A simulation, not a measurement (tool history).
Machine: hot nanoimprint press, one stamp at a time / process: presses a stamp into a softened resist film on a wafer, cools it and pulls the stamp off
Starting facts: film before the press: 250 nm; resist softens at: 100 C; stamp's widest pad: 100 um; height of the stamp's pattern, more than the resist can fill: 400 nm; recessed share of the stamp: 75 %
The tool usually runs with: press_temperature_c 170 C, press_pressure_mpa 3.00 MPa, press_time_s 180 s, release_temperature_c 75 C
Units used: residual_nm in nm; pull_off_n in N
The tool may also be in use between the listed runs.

{"run": 1, "day": 0.0, "press_temperature_c": 170, "press_pressure_mpa": 3.0, "press_time_s": 180, "release_temperature_c": 75, "residual_nm": 117.3, "pull_off_n": 184}
{"run": 2, "day": 0.571, "press_temperature_c": 170, "press_pressure_mpa": 3.0, "press_time_s": 180, "release_temperature_c": 75, "residual_nm": 118.8, "pull_off_n": 187}
{"run": 3, "day": 1.017, "press_temperature_c": 178, "press_pressure_mpa": 3.0, "press_time_s": 180, "release_temperature_c": 75, "residual_nm": 91.7, "pull_off_n": 186}
{"run": 4, "day": 1.362, "press_temperature_c": 170, "press_pressure_mpa": 3.57, "press_time_s": 180, "release_temperature_c": 75, "residual_nm": 108.6, "pull_off_n": 181}
{"run": 5, "day": 2.046, "press_temperature_c": 170, "press_pressure_mpa": 2.27, "press_time_s": 180, "release_temperature_c": 75, "residual_nm": 134.7, "pull_off_n": 177}
{"run": 6, "day": 2.575, "press_temperature_c": 170, "press_pressure_mpa": 2.27, "press_time_s": 180, "release_temperature_c": 72, "residual_nm": 134.8, "pull_off_n": 189}
{"run": 7, "day": 3.008, "press_temperature_c": 170, "press_pressure_mpa": 2.27, "press_time_s": 180, "release_temperature_c": 72, "residual_nm": 135.5, "pull_off_n": 192}
{"day": 3.667, "done": "stamp cleaned and given a new release coat"}
{"run": 8, "day": 3.842, "press_temperature_c": 170, "press_pressure_mpa": 2.27, "press_time_s": 180, "release_temperature_c": 72, "residual_nm": 133.9, "pull_off_n": 192}
{"run": 9, "day": 4.475, "press_temperature_c": 170, "press_pressure_mpa": 2.27, "press_time_s": 180, "release_temperature_c": 72, "residual_nm": 134.4, "pull_off_n": 193}
{"run": 10, "day": 5.088, "press_temperature_c": 170, "press_pressure_mpa": 2.27, "press_time_s": 180, "release_temperature_c": 72, "residual_nm": 134.8, "pull_off_n": 195}
{"run": 11, "day": 5.471, "press_temperature_c": 170, "press_pressure_mpa": 3.0, "press_time_s": 180, "release_temperature_c": 75, "residual_nm": 119.9, "pull_off_n": 173}
{"run": 12, "day": 6.092, "press_temperature_c": 170, "press_pressure_mpa": 3.0, "press_time_s": 180, "release_temperature_c": 75, "residual_nm": 117.8, "pull_off_n": 184}
{"run": 13, "day": 6.754, "press_temperature_c": 170, "press_pressure_mpa": 4.53, "press_time_s": 180, "release_temperature_c": 75, "residual_nm": 98.7, "pull_off_n": 182}
{"day": 7.483, "done": "plate thermocouple calibrated"}
{"run": 14, "day": 7.5, "press_temperature_c": 170, "press_pressure_mpa": 4.53, "press_time_s": 180, "release_temperature_c": 71, "residual_nm": 96.4, "pull_off_n": 196}
{"run": 15, "day": 8.154, "press_temperature_c": 170, "press_pressure_mpa": 4.53, "press_time_s": 180, "release_temperature_c": 71, "residual_nm": 97.4, "pull_off_n": 185}
{"run": 16, "day": 8.579, "press_temperature_c": 170, "press_pressure_mpa": 4.53, "press_time_s": 180, "release_temperature_c": 71, "residual_nm": 96.9, "pull_off_n": 192}
{"run": 17, "day": 8.975, "press_temperature_c": 170, "press_pressure_mpa": 3.0, "press_time_s": 129, "release_temperature_c": 75, "residual_nm": 133.6, "pull_off_n": 186}
{"run": 18, "day": 9.642, "press_temperature_c": 170, "press_pressure_mpa": 3.0, "press_time_s": 129, "release_temperature_c": 75, "residual_nm": 132.8, "pull_off_n": 184}
{"run": 19, "day": 10.338, "press_temperature_c": 170, "press_pressure_mpa": 3.0, "press_time_s": 129, "release_temperature_c": 72, "residual_nm": 131.6, "pull_off_n": 191}

Run 20 is up next; what results do you expect?
{"run": 20, "day": 10.929, "press_temperature_c": 170, "press_pressure_mpa": 3.0, "press_time_s": 129, "release_temperature_c": 72, "residual_nm": "?", "pull_off_n": "?"}

Logged for run 20: residual_nm 132.3 nm, pull_off_n 189 N.
With no hidden state in the tool, this same run would have given residual_nm 132.3 nm, pull_off_n 188 N.
